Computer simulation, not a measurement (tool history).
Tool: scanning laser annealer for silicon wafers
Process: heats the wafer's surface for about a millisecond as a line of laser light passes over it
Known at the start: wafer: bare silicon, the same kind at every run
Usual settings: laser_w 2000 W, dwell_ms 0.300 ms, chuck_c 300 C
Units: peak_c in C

Run 1, day 0.000: usual settings. Result: peak_c 1133 C.
Run 2, day 0.646: usual settings. Result: peak_c 1135 C.
Run 3, day 1.450: usual settings but laser_w 2130 W. Result: peak_c 1203 C.
Run 4, day 2.425: usual settings but laser_w 2130 W. Result: peak_c 1205 C.
Run 5, day 3.196: usual settings. Result: peak_c 1133 C.
Run 6, day 3.917: usual settings. Result: peak_c 1137 C.
Run 7, day 4.942: usual settings but chuck_c 285 C. Result: peak_c 1118 C.
Run 8, day 5.458: usual settings. Result: peak_c 1133 C.
Run 9, day 6.629: usual settings but laser_w 1940 W. Result: peak_c 1106 C.
Run 10, day 7.500: usual settings but chuck_c 324 C. Result: peak_c 1157 C.
Run 11, day 8.688: usual settings but laser_w 1922 W, chuck_c 324 C. Result: peak_c 1117 C.
Run 12, day 9.679: usual settings but laser_w 2038 W, dwell_ms 0.230 ms. Result: peak_c 1055 C.
Run 13, day 10.388: usual settings but laser_w 2038 W, dwell_ms 0.230 ms. Result: peak_c 1050 C.
Run 14, day 11.317: usual settings but laser_w 2069 W, dwell_ms 0.313 ms, chuck_c 298 C. Result: peak_c 1187 C.
Run 15, day 12.338: usual settings but laser_w 2141 W, dwell_ms 0.366 ms, chuck_c 260 C. Result: peak_c 1258 C.
Run 16, day 13.408: usual settings but chuck_c 279 C. Result: peak_c 1111 C.
Run 17, day 14.125: usual settings but laser_w 1876 W, chuck_c 279 C. Result: peak_c 1049 C.
Run 18, day 15.229: usual settings but laser_w 1876 W, dwell_ms 0.215 ms, chuck_c 273 C. Result: peak_c 930 C.
Run 19, day 16.417: usual settings but laser_w 1876 W, dwell_ms 0.215 ms, chuck_c 273 C. Result: peak_c 930 C.
Run 20, day 16.962: usual settings but laser_w 1715 W, dwell_ms 0.363 ms, chuck_c 314 C. Result: peak_c 1075 C.
Run 21, day 17.783: usual settings but laser_w 2170 W, dwell_ms 0.302 ms, chuck_c 266 C. Result: peak_c 1192 C.
Run 22, day 18.550: usual settings but laser_w 1874 W, dwell_ms 0.235 ms, chuck_c 271 C. Result: peak_c 955 C.

4 ways to go on from here, each from the tool as it stands after run 22. What would each give?
Run A, day 19.212: usual settings but laser_w 2187 W, dwell_ms 0.251 ms, chuck_c 271 C. Result: peak_c ?.
Run B, day 19.212: usual settings but laser_w 1874 W, dwell_ms 0.235 ms, chuck_c 315 C. Result: peak_c ?.
Run C, day 19.212: usual settings but laser_w 1809 W, dwell_ms 0.329 ms, chuck_c 339 C. Result: peak_c ?.
Run D, day 19.212: usual settings but laser_w 1790 W, dwell_ms 0.210 ms, chuck_c 271 C. Result: peak_c ?.

run  peak_c
  A    1126
  B    1001
  C    1109
  D     885
Without the tool's hidden state the same runs would have given:
run  peak_c
  A    1127
  B    1002
  C    1110
  D     885
